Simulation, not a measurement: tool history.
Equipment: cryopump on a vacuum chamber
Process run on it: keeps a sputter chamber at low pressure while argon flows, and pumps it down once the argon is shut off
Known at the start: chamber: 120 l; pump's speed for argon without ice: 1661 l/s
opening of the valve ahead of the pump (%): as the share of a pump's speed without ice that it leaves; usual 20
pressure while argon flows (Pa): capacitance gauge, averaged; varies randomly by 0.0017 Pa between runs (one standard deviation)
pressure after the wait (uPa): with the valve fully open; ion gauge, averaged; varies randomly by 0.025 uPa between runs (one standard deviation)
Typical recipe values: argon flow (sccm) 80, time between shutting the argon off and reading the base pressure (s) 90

run	day	argon flow (sccm)	time between shutting the argon off and reading the base pressure (s)	opening of the valve ahead of the pump (%)	pressure while argon flows (Pa)	pressure after the wait (uPa)
1	0.000	80	90	20	0.4151	2.93
# day 0.525: leaking fittings of the chamber tightened, without venting
2	1.500	80	90	20	0.4138	0.96
3	2.971	80	90	20	0.4155	1.02
4	5.304	80	90	25	0.3367	0.98
5	6.608	80	90	25	0.3360	1.02
6	7.708	80	90	25	0.3371	1.05
7	8.725	80	90	25	0.3368	1.01
8	10.246	46	90	20	0.2409	1.09
9	11.871	46	90	20	0.2435	1.08
10	14.138	80	90	20	0.4201	1.05
11	16.638	92	136	22	0.4428	0.82
12	18.842	80	102	57	0.1565	0.98
13	20.825	80	102	25	0.3422	1.05
14	23.171	134	113	25	0.5770	0.97
15	25.529	134	113	25	0.5741	1.00
16	27.512	80	257	35	0.2533	0.67
17	29.138	80	214	29	0.3009	0.72
18	30.442	54	107	20	0.2882	1.11
19	32.896	80	285	53	0.1771	0.67

Branching from run 19: 3 alternative next runs. What would each branch give?
A	34.583	152	194	27	?	?
B	34.583	80	110	21	?	?
C	34.583	62	29	20	?	?

run	pressure while argon flows (Pa)	pressure after the wait (uPa)
A	0.6150	0.84
B	0.4109	1.13
C	0.3314	2.88
Had the tool no hidden state, the same runs would have come out as:
run	pressure while argon flows (Pa)	pressure after the wait (uPa)
A	0.5709	0.57
B	0.3877	0.86
C	0.3135	2.61
